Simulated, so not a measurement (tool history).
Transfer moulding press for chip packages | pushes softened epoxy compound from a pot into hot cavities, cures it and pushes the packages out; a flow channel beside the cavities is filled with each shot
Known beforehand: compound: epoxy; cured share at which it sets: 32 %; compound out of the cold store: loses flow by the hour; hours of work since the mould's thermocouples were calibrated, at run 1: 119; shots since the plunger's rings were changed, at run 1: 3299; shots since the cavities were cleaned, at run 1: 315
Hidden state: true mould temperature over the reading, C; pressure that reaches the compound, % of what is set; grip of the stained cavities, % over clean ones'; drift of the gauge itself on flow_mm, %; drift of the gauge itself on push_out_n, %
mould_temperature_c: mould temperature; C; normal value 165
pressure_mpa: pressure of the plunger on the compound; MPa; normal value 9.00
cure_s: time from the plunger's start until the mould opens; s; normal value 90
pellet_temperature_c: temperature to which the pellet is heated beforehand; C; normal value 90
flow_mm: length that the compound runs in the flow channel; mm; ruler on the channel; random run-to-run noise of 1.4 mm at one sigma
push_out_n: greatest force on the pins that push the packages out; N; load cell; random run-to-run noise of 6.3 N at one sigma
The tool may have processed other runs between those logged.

| run | hour | mould_temperature_c | pressure_mpa | cure_s | pellet_temperature_c | hours of work since the mould's thermocouples were calibrated | shots since the plunger's rings were changed | shots since the cavities were cleaned | incoming compound's hours out of the cold store | flow_mm | push_out_n |
|---|---|---|---|---|---|---|---|---|---|---|---|
| 1 | 0.0 | 165 | 9.00 | 90 | 90 | 119 | 3299 | 315 | 23.2 | 578 | 360 |
| 2 | 26.6 | 165 | 9.00 | 90 | 90 | 132 | 3529 | 545 | 9.1 | 622 | 395 |
|  | 44.8 | cavities cleaned with cleaning compound and waxed |
| 3 | 54.4 | 165 | 9.00 | 90 | 90 | 144 | 3756 | 82 | 41.5 | 522 | 279 |
| 4 | 75.9 | 165 | 9.00 | 90 | 90 | 154 | 3942 | 268 | 43.2 | 518 | 327 |
| 5 | 100.6 | 165 | 9.00 | 90 | 90 | 166 | 4156 | 482 | 31.3 | 549 | 370 |
| 6 | 112.5 | 165 | 9.00 | 90 | 90 | 172 | 4258 | 584 | 17.0 | 589 | 387 |
|  | 126.7 | cavities cleaned with cleaning compound and waxed |
| 7 | 137.7 | 165 | 9.00 | 90 | 90 | 183 | 4464 | 96 | 23.0 | 569 | 297 |
| 8 | 154.9 | 165 | 9.00 | 90 | 90 | 191 | 4612 | 244 | 35.1 | 534 | 312 |
| 9 | 181.5 | 165 | 9.00 | 90 | 90 | 204 | 4842 | 474 | 29.4 | 551 | 390 |
| 10 | 196.5 | 165 | 9.00 | 90 | 90 | 211 | 4971 | 603 | 19.6 | 579 | 384 |
|  | 200.3 | mould's thermocouples calibrated |
|  | 210.6 | cavities cleaned with cleaning compound and waxed |
| 11 | 218.1 | 158 | 6.96 | 79 | 94 | 8 | 5129 | 65 | 38.5 | 478 | 479 |
| 12 | 229.6 | 158 | 6.96 | 79 | 94 | 13 | 5228 | 164 | 26.0 | 509 | 557 |
| 13 | 241.8 | 158 | 8.60 | 79 | 95 | 19 | 5333 | 269 | 19.1 | 587 | 633 |
| 14 | 256.4 | 158 | 8.60 | 79 | 95 | 26 | 5459 | 395 | 32.0 | 546 | 670 |
|  | 269.2 | mould's thermocouples calibrated, once more |
|  | 271.7 | plunger's sealing rings changed |
| 15 | 282.4 | 167 | 8.60 | 79 | 91 | 5 | 92 | 581 | 47.5 | 506 | 409 |
|  | 296.7 | cavities cleaned with cleaning compound and waxed |
| 16 | 298.2 | 165 | 8.24 | 90 | 95 | 12 | 216 | 13 | 10.0 | 609 | 259 |
| 17 | 315.1 | 169 | 10.20 | 122 | 90 | 20 | 362 | 159 | 24.7 | 615 | 285 |
| 18 | 338.5 | 168 | 10.63 | 97 | 85 | 31 | 564 | 361 | 47.1 | 561 | 329 |

Branching from run 18: 4 alternative next runs. What would each branch give?
| A | 351.8 | 160 | 9.00 | 73 | 90 | 37 | 679 | 476 | 36.6 | ? | ? |
| B | 351.8 | 165 | 9.00 | 86 | 81 | 37 | 679 | 476 | 12.4 | ? | ? |
| C | 351.8 | 163 | 10.63 | 79 | 81 | 37 | 679 | 476 | 26.9 | ? | ? |
| D | 351.8 | 161 | 10.63 | 91 | 96 | 37 | 679 | 476 | 47.3 | ? | ? |

| run | flow_mm | push_out_n |
|---|---|---|
| A | 565 | 662 |
| B | 627 | 408 |
| C | 637 | 480 |
| D | 575 | 408 |
What these runs would have given with no unlogged condition in the tool:
| run | flow_mm | push_out_n |
|---|---|---|
| A | 571 | 425 |
| B | 634 | 261 |
| C | 645 | 305 |
| D | 582 | 261 |
